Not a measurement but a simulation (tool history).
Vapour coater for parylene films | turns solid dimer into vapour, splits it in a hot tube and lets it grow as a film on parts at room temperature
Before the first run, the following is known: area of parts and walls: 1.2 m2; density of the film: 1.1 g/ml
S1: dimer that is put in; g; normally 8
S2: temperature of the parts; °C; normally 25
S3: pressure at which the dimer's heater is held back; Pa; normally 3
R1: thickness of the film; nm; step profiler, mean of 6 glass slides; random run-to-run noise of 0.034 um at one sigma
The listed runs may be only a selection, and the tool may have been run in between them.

run    hour  S1  S2    S3    R1
  1       0   8  25     3  4280
  2    47.6   4  25     3  2090
  3    93.1   8  25     3  4280
  4   163.3   4  25     3  2120
  5   222.4   8  25     3  4230
  6   255.2   8  25     3  4180
  7   326.3   8  25     3  4110
  8   368.5   8  25  8.68  3460
  9   438.7   4  25     3  2070
      506.1  -- trap's valve overhauled
 10   517.1   8  25  9.07  3310
 11   589.7   8  25     3  4010
 12   638.6   8  25     3  3940
      662.6  -- trap's valve overhauled, once more
 13   710.9   8  25     3  4350
 14   741.3   8  25     3  4320
      798.4  -- table's thermometer calibrated
 15   805.1   8  25     3  4300
 16   870.6   8  25     3  4210
 17   937.4   8  37     3  3400
 18   985.5   8  37     3  3390
 19  1057.9  11  37     3  4620
 20  1090.5   8  36     3  3440
 21  1160.1   8  36     3  3400
 22  1219.2   8  36     3  3360
     1281.4  -- trap's valve overhauled
 23  1293.2   8  36  4.02  3370
 24    1340   8  25     3  4280
 25  1396.4  11  21  2.77  6440
 26  1460.1   4  21     3  2280
 27  1508.6   4  21     3  2270
 28  1546.3   4  18  4.24  2200
 29  1586.2   8  33  3.18  3650
 30  1642.3   9  21  2.65  5100
 31  1682.5   8  31  5.36  3380
 32  1716.7  10  26  2.02  5400
 33  1761.3  13  25   4.4  6220
 34  1835.3   3  25  6.17  1370
 35  1868.4   5  25  2.65  2630
     1896.5  -- trap's valve overhauled
 36  1932.1   5  25  2.65  2800
 37  1999.2   8  33  6.36  3300
 38  2042.2   8  33  6.36  3260
 39  2098.5   8  33  6.36  3350
 40  2161.4   3  31  5.07  1340
 41  2214.6  11  31  7.57  4450
 42  2247.8  10  17     3  6060
 43  2286.6  11  26     3  5700
 44  2349.4  11  26     3  5640
 45    2384   5  30  4.74  2230
 46  2424.5   3  34  5.12  1220
 47  2465.9   3  34  5.12  1210

What if the next run were any one of these 3? Each begins from the tool's condition after run 47:
     2512.7  -- trap's valve overhauled
  A  2525.2   3  20  11.8   ?
     2512.7  -- trap's valve overhauled
  B  2525.2   3  18  2.15   ?
     2512.7  -- trap's valve overhauled
  C  2525.2   3  18  5.12   ?

run    R1
  A  1430
  B  1940
  C  1680
Take away the tool's hidden state, keep each run's random variation, and the runs would have read:
run    R1
  A  1410
  B  1910
  C  1660
